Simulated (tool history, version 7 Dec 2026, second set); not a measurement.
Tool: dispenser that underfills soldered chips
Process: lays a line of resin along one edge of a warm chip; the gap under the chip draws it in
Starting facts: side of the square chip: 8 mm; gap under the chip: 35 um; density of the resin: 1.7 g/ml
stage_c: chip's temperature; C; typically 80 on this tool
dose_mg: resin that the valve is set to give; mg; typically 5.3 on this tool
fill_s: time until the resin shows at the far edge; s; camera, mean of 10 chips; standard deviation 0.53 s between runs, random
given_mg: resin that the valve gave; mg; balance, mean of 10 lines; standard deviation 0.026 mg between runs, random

run 1 hour=0 | stage_c=80 dose_mg=5.3 | fill_s=66.2 given_mg=5.28
-- hour=6.1 new syringe of resin
run 2 hour=8.5 | stage_c=80 dose_mg=5.3 | fill_s=53.1 given_mg=5.27
run 3 hour=17.5 | stage_c=80 dose_mg=5.3 | fill_s=80 given_mg=5.23
-- hour=19.7 new syringe of resin
run 4 hour=22.3 | stage_c=80 dose_mg=5.3 | fill_s=53 given_mg=5.25
run 5 hour=32.2 | stage_c=80 dose_mg=5.3 | fill_s=87.8 given_mg=5.23
-- hour=33.4 new syringe of resin
run 6 hour=41.8 | stage_c=70 dose_mg=5.3 | fill_s=116 given_mg=5.23
-- hour=46.8 new syringe of resin
run 7 hour=50.1 | stage_c=70 dose_mg=5.3 | fill_s=90.9 given_mg=5.11
run 8 hour=55.2 | stage_c=72 dose_mg=5.75 | fill_s=100.5 given_mg=5.58
-- hour=60.2 new syringe of resin
run 9 hour=61.2 | stage_c=72 dose_mg=5.75 | fill_s=71.5 given_mg=5.54
run 10 hour=68 | stage_c=71 dose_mg=5.27 | fill_s=108.1 given_mg=4.94
-- hour=73.3 new syringe of resin
run 11 hour=73.4 | stage_c=66 dose_mg=5.73 | fill_s=93.8 given_mg=5.41
run 12 hour=78.7 | stage_c=86 dose_mg=4.56 | fill_s=50.6 given_mg=4.31
run 13 hour=83.7 | stage_c=92 dose_mg=4.51 | fill_s=49.8 given_mg=4.25
-- hour=86.4 new syringe of resin
run 14 hour=94.9 | stage_c=71 dose_mg=5.22 | fill_s=112 given_mg=4.9

4 ways to go on from here, each from the tool as it stands after run 14. What would each give?
-- hour=99.8 new syringe of resin
run A hour=100.8 | stage_c=85 dose_mg=4.54 | fill_s=? given_mg=?
-- hour=99.8 new syringe of resin
run B hour=100.8 | stage_c=76 dose_mg=5.3 | fill_s=? given_mg=?
-- hour=99.8 new syringe of resin
run C hour=100.8 | stage_c=70 dose_mg=6.78 | fill_s=? given_mg=?
-- hour=99.8 new syringe of resin
run D hour=100.8 | stage_c=83 dose_mg=4.82 | fill_s=? given_mg=?

run=A fill_s=42.4 given_mg=4.23
run=B fill_s=63.5 given_mg=4.95
run=C fill_s=80.4 given_mg=6.32
run=D fill_s=46.3 given_mg=4.51
Without the tool's hidden state the same runs would have given:
run=A fill_s=35.2 given_mg=4.53
run=B fill_s=53.1 given_mg=5.31
run=C fill_s=67.9 given_mg=6.77
run=D fill_s=38.6 given_mg=4.83
